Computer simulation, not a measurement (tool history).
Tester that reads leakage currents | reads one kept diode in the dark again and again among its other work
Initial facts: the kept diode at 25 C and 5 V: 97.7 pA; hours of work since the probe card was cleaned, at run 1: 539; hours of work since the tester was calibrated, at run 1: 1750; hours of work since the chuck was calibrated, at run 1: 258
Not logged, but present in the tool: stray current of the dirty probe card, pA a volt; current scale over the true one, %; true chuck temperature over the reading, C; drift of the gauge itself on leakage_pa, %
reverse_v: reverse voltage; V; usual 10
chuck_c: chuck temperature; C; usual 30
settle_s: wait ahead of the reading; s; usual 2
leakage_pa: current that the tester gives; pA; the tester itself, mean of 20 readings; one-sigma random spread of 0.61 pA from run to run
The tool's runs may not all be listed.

run   hour  reverse_v  chuck_c  settle_s  hours of work since the probe card was cleaned  hours of work since the tester was calibrated  hours of work since the chuck was calibrated  leakage_pa
  1      0         10       30         2                                             539                                           1750                                           258      197.26
  2   25.6         10       34         2                                             557                                           1767                                           275      274.69
  3   44.2         10       34         2                                             569                                           1779                                           288      275.06
  4   74.3         10       34         2                                             589                                           1799                                           308      274.49
  5   90.5         10       34         2                                             600                                           1810                                           319      273.14
  6  113.4         10       34         2                                             615                                           1826                                           334      272.66
  7  133.4         10       34         2                                             629                                           1839                                           347      274.24
  8  153.3         10       31         2                                             642                                           1852                                           361      211.58
  9  172.5         10       31         2                                             655                                           1865                                           373      211.98
 10  192.3         10       30         2                                             668                                           1878                                           387      195.55
 11  222.9         10       30      1.78                                             688                                           1899                                           407      193.76
     226.5  -- tester calibrated
 12  245.1         10       30      1.78                                             702                                             12                                           421      194.14
 13  265.2         10       30         2                                             715                                             26                                           434      194.37
 14    279         10       30         2                                             725                                             35                                           443      194.78
 15  309.3         10       30         2                                             745                                             55                                           464      193.93
 16  322.9        8.5       47      5.77                                             754                                             64                                           473      695.95
 17  336.2        8.5       47      5.77                                             763                                             73                                           482      693.96
 18  362.1       10.1       36      0.43                                             780                                             91                                           499      319.93
     388.1  -- tester calibrated, once more
 19  389.6       10.6       24      0.52                                             797                                              1                                           516      120.18
 20  407.6        1.8       30      8.58                                             809                                             13                                           528       90.13
 21  429.2       13.6       28      7.69                                             824                                             27                                           542      181.89
 22  451.1       13.6       28      7.69                                             838                                             42                                           557      181.92
 23  469.8        5.3       20      7.69                                             851                                             55                                           569       59.93
 24  494.8        3.8       27      7.87                                             868                                             71                                           586       95.69
 25  512.8        1.7       35      0.81                                             880                                             83                                           598      131.45

What does the tool deliver on the next run?
 26  534.5        4.6       30      0.75                                             894                                             98                                           613           ?

leakage_pa: 134.34 pA
With the hidden condition absent and the run-to-run variation left alone, this run would have shown leakage_pa 145.33 pA.
